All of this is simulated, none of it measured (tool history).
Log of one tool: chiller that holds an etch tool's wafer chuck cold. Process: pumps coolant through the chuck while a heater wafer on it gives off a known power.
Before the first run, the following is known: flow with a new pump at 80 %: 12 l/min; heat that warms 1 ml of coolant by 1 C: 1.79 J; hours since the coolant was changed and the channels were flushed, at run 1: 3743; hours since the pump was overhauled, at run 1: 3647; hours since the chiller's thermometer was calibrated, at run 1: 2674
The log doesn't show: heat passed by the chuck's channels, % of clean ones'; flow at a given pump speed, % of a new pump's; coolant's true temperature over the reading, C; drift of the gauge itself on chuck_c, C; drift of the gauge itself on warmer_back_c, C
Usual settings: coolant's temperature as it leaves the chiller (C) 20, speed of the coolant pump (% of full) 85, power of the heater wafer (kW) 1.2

| run | day | coolant's temperature as it leaves the chiller (C) | speed of the coolant pump (% of full) | power of the heater wafer (kW) | hours since the coolant was changed and the channels were flushed | hours since the pump was overhauled | hours since the chiller's thermometer was calibrated | chuck's temperature once it has settled (K) | how much warmer the coolant comes back (C) |
|---|---|---|---|---|---|---|---|---|---|
| 1 | 0 | 20 | 85 | 1.2 | 3743 | 3647 | 2674 | 302.85 | 3.7 |
| 2 | 2.354 | 20 | 85 | 1.2 | 3799 | 3704 | 2730 | 302.55 | 3.67 |
| 3 | 4.104 | 20 | 85 | 0.646 | 3841 | 3746 | 2772 | 298.35 | 1.96 |
| 4 | 6.183 | 20 | 85 | 0.646 | 3891 | 3796 | 2822 | 298.05 | 1.97 |
| 5 | 8.771 | 20 | 85 | 1.2 | 3953 | 3858 | 2884 | 302.85 | 3.67 |
| 6 | 11.404 | 20 | 85 | 1.2 | 4016 | 3921 | 2947 | 302.75 | 3.69 |
| 7 | 13.25 | 26 | 85 | 1.2 | 4061 | 3965 | 2992 | 308.65 | 3.7 |
| 8 | 16.042 | 26 | 85 | 1.2 | 4128 | 4032 | 3059 | 308.75 | 3.74 |
| 9 | 18.292 | 20 | 85 | 1.2 | 4182 | 4086 | 3113 | 302.85 | 3.71 |
|  | 19.867 | coolant changed, channels flushed |
| 10 | 20.896 | 20 | 85 | 1.2 | 25 | 4143 | 3169 | 301.75 | 3.74 |
| 11 | 22.746 | 20 | 85 | 1.2 | 69 | 4187 | 3213 | 301.55 | 3.76 |
| 12 | 25.729 | 20 | 85 | 1.2 | 141 | 4259 | 3285 | 301.65 | 3.83 |
|  | 27.854 | coolant pump overhauled |
| 13 | 27.879 | 20 | 85 | 1.2 | 187 | 1 | 3332 | 301.05 | 3.18 |
| 14 | 30.692 | 20 | 85 | 1.2 | 255 | 68 | 3399 | 300.95 | 3.24 |
| 15 | 32.5 | 20 | 85 | 1.713 | 298 | 112 | 3443 | 304.55 | 4.54 |
| 16 | 33.771 | 20 | 100 | 1.2 | 329 | 142 | 3473 | 300.25 | 2.73 |
| 17 | 35.667 | 20 | 62 | 1.085 | 374 | 188 | 3519 | 301.55 | 3.93 |
| 18 | 37.625 | 21 | 89 | 0.89 | 421 | 235 | 3566 | 299.85 | 2.29 |
| 19 | 40.283 | 21 | 89 | 0.89 | 485 | 298 | 3629 | 299.85 | 2.24 |
| 20 | 42.246 | 26 | 73 | 0.719 | 532 | 345 | 3677 | 304.15 | 2.29 |
| 21 | 45.188 | 16 | 86 | 1.444 | 603 | 416 | 3747 | 298.75 | 3.82 |
| 22 | 46.621 | 13 | 71 | 0.793 | 637 | 450 | 3781 | 291.85 | 2.54 |
| 23 | 48.579 | 13 | 71 | 0.793 | 684 | 497 | 3829 | 291.65 | 2.49 |
| 24 | 50.538 | 13 | 71 | 0.793 | 731 | 544 | 3876 | 291.75 | 2.51 |
| 25 | 52.217 | 18 | 85 | 1.55 | 771 | 585 | 3916 | 301.55 | 4.17 |
| 26 | 54.167 | 16 | 80 | 1.2 | 818 | 632 | 3963 | 297.35 | 3.43 |
| 27 | 55.654 | 10 | 61 | 1.674 | 854 | 667 | 3998 | 296.65 | 6.18 |
| 28 | 58.5 | 10 | 61 | 1.674 | 922 | 736 | 4067 | 296.65 | 6.25 |
| 29 | 60.862 | 27 | 81 | 0.99 | 979 | 792 | 4123 | 306.65 | 2.82 |
| 30 | 63.375 | 27 | 68 | 1.026 | 1039 | 853 | 4184 | 307.85 | 3.43 |
| 31 | 66.062 | 16 | 74 | 0.724 | 1104 | 917 | 4248 | 294.25 | 2.25 |
| 32 | 67.858 | 18 | 86 | 0.658 | 1147 | 960 | 4291 | 295.25 | 1.78 |

Each row is a separate what-if for the run after 32, all from the same tool condition, not one after another. Results?
| A | 70.438 | 13 | 72 | 0.639 | 1209 | 1022 | 4353 | ? | ? |
| B | 70.438 | 18 | 84 | 1.102 | 1209 | 1022 | 4353 | ? | ? |
| C | 70.438 | 20 | 72 | 1.2 | 1209 | 1022 | 4353 | ? | ? |

| run | chuck's temperature once it has settled (K) | how much warmer the coolant comes back (C) |
|---|---|---|
| A | 290.55 | 2.05 |
| B | 298.55 | 3.08 |
| C | 301.95 | 3.93 |
What these runs would have given with no unlogged condition in the tool:
| run | chuck's temperature once it has settled (K) | how much warmer the coolant comes back (C) |
|---|---|---|
| A | 290.75 | 1.96 |
| B | 298.55 | 2.94 |
| C | 301.85 | 3.75 |

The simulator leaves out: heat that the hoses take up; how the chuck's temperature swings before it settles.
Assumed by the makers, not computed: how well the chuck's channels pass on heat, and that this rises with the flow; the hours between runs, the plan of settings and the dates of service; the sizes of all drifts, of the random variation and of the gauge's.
